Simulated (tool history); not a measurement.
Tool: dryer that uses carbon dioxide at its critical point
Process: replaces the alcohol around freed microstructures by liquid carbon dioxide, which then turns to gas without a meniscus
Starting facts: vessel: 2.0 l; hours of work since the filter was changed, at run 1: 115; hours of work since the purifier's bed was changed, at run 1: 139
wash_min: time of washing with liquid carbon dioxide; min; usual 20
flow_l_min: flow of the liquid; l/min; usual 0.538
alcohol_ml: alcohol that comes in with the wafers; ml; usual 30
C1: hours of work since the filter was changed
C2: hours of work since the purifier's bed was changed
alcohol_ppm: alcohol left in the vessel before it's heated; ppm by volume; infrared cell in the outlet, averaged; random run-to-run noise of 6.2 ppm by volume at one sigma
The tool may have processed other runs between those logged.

run 1 hour=0.0 | wash_min=20 flow_l_min=0.538 alcohol_ml=30 | C1=115 C2=139 | alcohol_ppm=402
run 2 hour=8.7 | wash_min=20 flow_l_min=0.538 alcohol_ml=30 | C1=119 C2=143 | alcohol_ppm=417
run 3 hour=15.7 | wash_min=20 flow_l_min=0.363 alcohol_ml=30 | C1=123 C2=147 | alcohol_ppm=1387
run 4 hour=22.6 | wash_min=20 flow_l_min=0.363 alcohol_ml=30 | C1=126 C2=150 | alcohol_ppm=1417
run 5 hour=28.0 | wash_min=20 flow_l_min=0.538 alcohol_ml=30 | C1=129 C2=152 | alcohol_ppm=430
run 6 hour=32.8 | wash_min=20 flow_l_min=0.538 alcohol_ml=30 | C1=131 C2=155 | alcohol_ppm=455
run 7 hour=39.6 | wash_min=20 flow_l_min=0.538 alcohol_ml=30 | C1=134 C2=158 | alcohol_ppm=442
run 8 hour=47.9 | wash_min=20 flow_l_min=0.538 alcohol_ml=30 | C1=138 C2=162 | alcohol_ppm=439
run 9 hour=54.3 | wash_min=20 flow_l_min=0.538 alcohol_ml=30 | C1=141 C2=165 | alcohol_ppm=435
run 10 hour=61.3 | wash_min=20 flow_l_min=0.462 alcohol_ml=30 | C1=144 C2=168 | alcohol_ppm=758
run 11 hour=66.2 | wash_min=20 flow_l_min=0.462 alcohol_ml=112 | C1=147 C2=171 | alcohol_ppm=2800
run 12 hour=75.0 | wash_min=20 flow_l_min=0.462 alcohol_ml=112 | C1=151 C2=175 | alcohol_ppm=2865
run 13 hour=82.7 | wash_min=20 flow_l_min=0.538 alcohol_ml=30 | C1=155 C2=178 | alcohol_ppm=472
run 14 hour=88.7 | wash_min=20 flow_l_min=0.538 alcohol_ml=30 | C1=157 C2=181 | alcohol_ppm=483
-- hour=90.3 inlet filter changed
run 15 hour=94.2 | wash_min=20 flow_l_min=0.538 alcohol_ml=30 | C1=2 C2=183 | alcohol_ppm=259
run 16 hour=99.3 | wash_min=20 flow_l_min=0.538 alcohol_ml=30 | C1=4 C2=186 | alcohol_ppm=266
run 17 hour=106.7 | wash_min=20 flow_l_min=0.538 alcohol_ml=30 | C1=8 C2=189 | alcohol_ppm=276
run 18 hour=113.8 | wash_min=20 flow_l_min=0.408 alcohol_ml=30 | C1=11 C2=193 | alcohol_ppm=773
run 19 hour=120.7 | wash_min=20 flow_l_min=0.408 alcohol_ml=30 | C1=14 C2=196 | alcohol_ppm=757
run 20 hour=124.9 | wash_min=20 flow_l_min=0.408 alcohol_ml=30 | C1=16 C2=198 | alcohol_ppm=752
run 21 hour=129.0 | wash_min=20 flow_l_min=0.408 alcohol_ml=30 | C1=18 C2=200 | alcohol_ppm=752
run 22 hour=132.9 | wash_min=20 flow_l_min=0.408 alcohol_ml=30 | C1=20 C2=202 | alcohol_ppm=761
run 23 hour=136.7 | wash_min=16 flow_l_min=0.538 alcohol_ml=30 | C1=22 C2=204 | alcohol_ppm=637
run 24 hour=141.6 | wash_min=31 flow_l_min=0.868 alcohol_ml=30 | C1=24 C2=206 | alcohol_ppm=15
run 25 hour=147.8 | wash_min=26 flow_l_min=0.553 alcohol_ml=24 | C1=27 C2=209 | alcohol_ppm=78
run 26 hour=151.5 | wash_min=20 flow_l_min=0.538 alcohol_ml=36 | C1=29 C2=211 | alcohol_ppm=349
run 27 hour=155.9 | wash_min=20 flow_l_min=0.359 alcohol_ml=58 | C1=31 C2=213 | alcohol_ppm=2219
run 28 hour=161.4 | wash_min=20 flow_l_min=0.433 alcohol_ml=71 | C1=34 C2=215 | alcohol_ppm=1507
run 29 hour=165.8 | wash_min=20 flow_l_min=0.433 alcohol_ml=71 | C1=36 C2=217 | alcohol_ppm=1536
run 30 hour=172.7 | wash_min=15 flow_l_min=0.418 alcohol_ml=41 | C1=39 C2=221 | alcohol_ppm=2141
run 31 hour=176.5 | wash_min=20 flow_l_min=0.418 alcohol_ml=24 | C1=41 C2=222 | alcohol_ppm=603
run 32 hour=182.2 | wash_min=25 flow_l_min=0.404 alcohol_ml=36 | C1=44 C2=225 | alcohol_ppm=502
run 33 hour=186.5 | wash_min=25 flow_l_min=0.404 alcohol_ml=36 | C1=46 C2=227 | alcohol_ppm=493
run 34 hour=195.2 | wash_min=25 flow_l_min=0.404 alcohol_ml=36 | C1=50 C2=231 | alcohol_ppm=503
run 35 hour=199.4 | wash_min=30 flow_l_min=0.648 alcohol_ml=30 | C1=52 C2=233 | alcohol_ppm=31
run 36 hour=207.1 | wash_min=30 flow_l_min=0.648 alcohol_ml=30 | C1=55 C2=237 | alcohol_ppm=31
run 37 hour=215.9 | wash_min=30 flow_l_min=0.648 alcohol_ml=30 | C1=60 C2=241 | alcohol_ppm=41
run 38 hour=222.7 | wash_min=24 flow_l_min=0.648 alcohol_ml=31 | C1=63 C2=244 | alcohol_ppm=76
run 39 hour=231.3 | wash_min=24 flow_l_min=0.648 alcohol_ml=31 | C1=67 C2=248 | alcohol_ppm=72
run 40 hour=237.9 | wash_min=19 flow_l_min=0.538 alcohol_ml=39 | C1=70 C2=252 | alcohol_ppm=520
run 41 hour=243.0 | wash_min=19 flow_l_min=0.538 alcohol_ml=39 | C1=72 C2=254 | alcohol_ppm=524
run 42 hour=251.7 | wash_min=19 flow_l_min=0.538 alcohol_ml=39 | C1=77 C2=258 | alcohol_ppm=536
run 43 hour=257.3 | wash_min=23 flow_l_min=0.652 alcohol_ml=29 | C1=79 C2=261 | alcohol_ppm=92
run 44 hour=261.0 | wash_min=23 flow_l_min=0.592 alcohol_ml=29 | C1=81 C2=263 | alcohol_ppm=131
run 45 hour=268.1 | wash_min=31 flow_l_min=0.630 alcohol_ml=41 | C1=84 C2=266 | alcohol_ppm=51
run 46 hour=276.8 | wash_min=31 flow_l_min=0.630 alcohol_ml=41 | C1=89 C2=270 | alcohol_ppm=45

Hidden state at the last listed run before each entry between runs and at the first one after, where it differs:
In the gap between runs 14 and 15: inlet filter changed (hour 90.3)
  flow that reaches the vessel past the clogged filter, %: 85 -> 99.7; alcohol in the recycled carbon dioxide, ppm: 18.8 -> 18.9
  measured value less the no-hidden-state value, alcohol_ppm: +227 -> +16 ppm by volume
